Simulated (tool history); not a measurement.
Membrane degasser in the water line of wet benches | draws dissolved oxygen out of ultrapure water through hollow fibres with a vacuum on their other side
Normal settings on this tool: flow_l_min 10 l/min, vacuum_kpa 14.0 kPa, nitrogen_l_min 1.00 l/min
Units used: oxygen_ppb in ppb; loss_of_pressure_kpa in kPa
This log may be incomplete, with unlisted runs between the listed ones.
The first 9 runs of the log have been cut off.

run      day  flow_l_min  vacuum_kpa  nitrogen_l_min  hours since the membrane was changed  hours since the vacuum gauge was calibrated  hours since the vacuum lines were made tight  oxygen_ppb  loss_of_pressure_kpa
 10   34.875          10        14.0            1.00                                  4098                                         6975                                          4418       263.3                 51.44
 11   37.467          10        14.0            1.00                                  4161                                         7038                                          4480       264.3                 51.14
 12   41.571          10        14.0            1.00                                  4259                                         7136                                          4579       264.5                 51.65
 13   44.271          10        14.0            1.00                                  4324                                         7201                                          4644       264.5                 51.20
 14   48.888          10        14.0            0.55                                  4435                                         7312                                          4754       443.8                 51.42
 15   53.433          12        14.0            1.00                                  4544                                         7421                                          4863       315.8                 61.26
 16   57.842          12        14.0            1.00                                  4650                                         7527                                          4969       315.1                 61.83
 17   62.254           9        25.1            1.17                                  4755                                         7633                                          5075       400.9                 46.00
 18   64.292           9        25.1            1.17                                  4804                                         7681                                          5124       400.7                 46.24
 19   67.150          11        25.1            1.13                                  4873                                         7750                                          5193       497.1                 56.92
      67.567  -- vacuum gauge calibrated
 20   69.258          11        25.1            2.09                                  4923                                           41                                          5243       290.7                 56.87
 21   71.929          14        25.1            0.80                                  4987                                          105                                          5307       829.5                 72.06
 22   74.562          10        11.9            0.88                                  5050                                          168                                          5370       247.9                 51.44
 23   79.242          10        24.0            1.00                                  5163                                          280                                          5482       489.1                 51.35
      81.038  -- vacuum gauge calibrated, once more
 24   83.633          14         9.2            0.45                                  5268                                           62                                          5587       397.6                 72.04
 25   86.721          14         9.2            0.42                                  5342                                          136                                          5661       420.4                 72.10
 26   89.979          14         9.2            1.51                                  5420                                          215                                          5740       151.9                 72.17
 27   93.633          14         9.2            1.76                                  5508                                          302                                          5827       134.4                 71.92
 28   96.996           9        11.9            2.73                                  5588                                          383                                          5908        76.8                 46.34
 29  100.192          10        14.9            1.32                                  5665                                          460                                          5985       218.4                 51.96
 30  103.533          13        22.9            1.00                                  5745                                          540                                          6065       573.4                 67.54
 31  107.812          13        13.5            1.69                                  5848                                          643                                          6168       206.5                 67.12

Each row is a separate what-if for the run after 31, all from the same tool condition, not one after another. Results?
  A  111.125           7        14.0            0.50                                  5927                                          722                                          6247           ?                     ?
  B  111.125          10        10.0            2.00                                  5927                                          722                                          6247           ?                     ?
  C  111.125          10        14.7            0.84                                  5927                                          722                                          6247           ?                     ?
  D  111.125          13        14.0            2.58                                  5927                                          722                                          6247           ?                     ?
  E  111.125          13        29.0            2.25                                  5927                                          722                                          6247           ?                     ?

run  oxygen_ppb  loss_of_pressure_kpa
  A       343.7                 36.40
  B        90.8                 52.05
  C       320.4                 51.75
  D       149.1                 66.82
  E       364.2                 67.68
Without the tool's unlogged condition, the same runs would have read:
run  oxygen_ppb  loss_of_pressure_kpa
  A       338.3                 35.46
  B        88.2                 50.70
  C       315.6                 50.41
  D       145.1                 65.09
  E       358.4                 65.93
